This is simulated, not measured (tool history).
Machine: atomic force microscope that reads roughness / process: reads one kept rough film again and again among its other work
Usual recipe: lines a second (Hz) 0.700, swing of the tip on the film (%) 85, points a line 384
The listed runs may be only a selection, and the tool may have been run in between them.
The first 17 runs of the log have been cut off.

run	hour	lines a second (Hz)	swing of the tip on the film (%)	points a line	pictures with this tip	hours of work since the height scale was calibrated	roughness of the kept film (nm (root mean square))
# hour 225.0: new tip fitted
18	231.2	0.700	85	384	6	476	1.462
19	246.9	0.700	85	384	23	486	1.447
20	262.3	0.700	64	384	39	496	1.509
21	277.4	0.700	85	384	55	506	1.420
22	292.0	0.700	85	384	70	515	1.411
23	309.3	0.700	85	384	88	526	1.402
24	321.6	0.700	85	384	101	534	1.393
25	334.8	0.700	85	384	115	543	1.377
26	343.1	0.700	85	384	124	548	1.378
27	358.6	0.711	75	302	140	558	1.386
28	376.0	0.849	86	822	158	570	1.321
29	395.2	0.849	86	822	178	582	1.325
30	411.4	2.461	56	557	195	592	1.371
# hour 415.6: new tip fitted
31	427.3	2.461	56	557	13	602	1.495
32	442.5	2.461	56	557	29	612	1.496
33	456.6	2.461	86	370	43	621	1.230
34	469.8	2.540	59	417	57	630	1.443
35	489.4	1.909	84	865	78	642	1.289

Expected results for the next run?
36	505.5	1.909	84	436	95	653	?

roughness of the kept film (nm (root mean square)): 1.276
With no hidden state in the tool, this same run would have given roughness of the kept film (nm (root mean square)) 1.339.
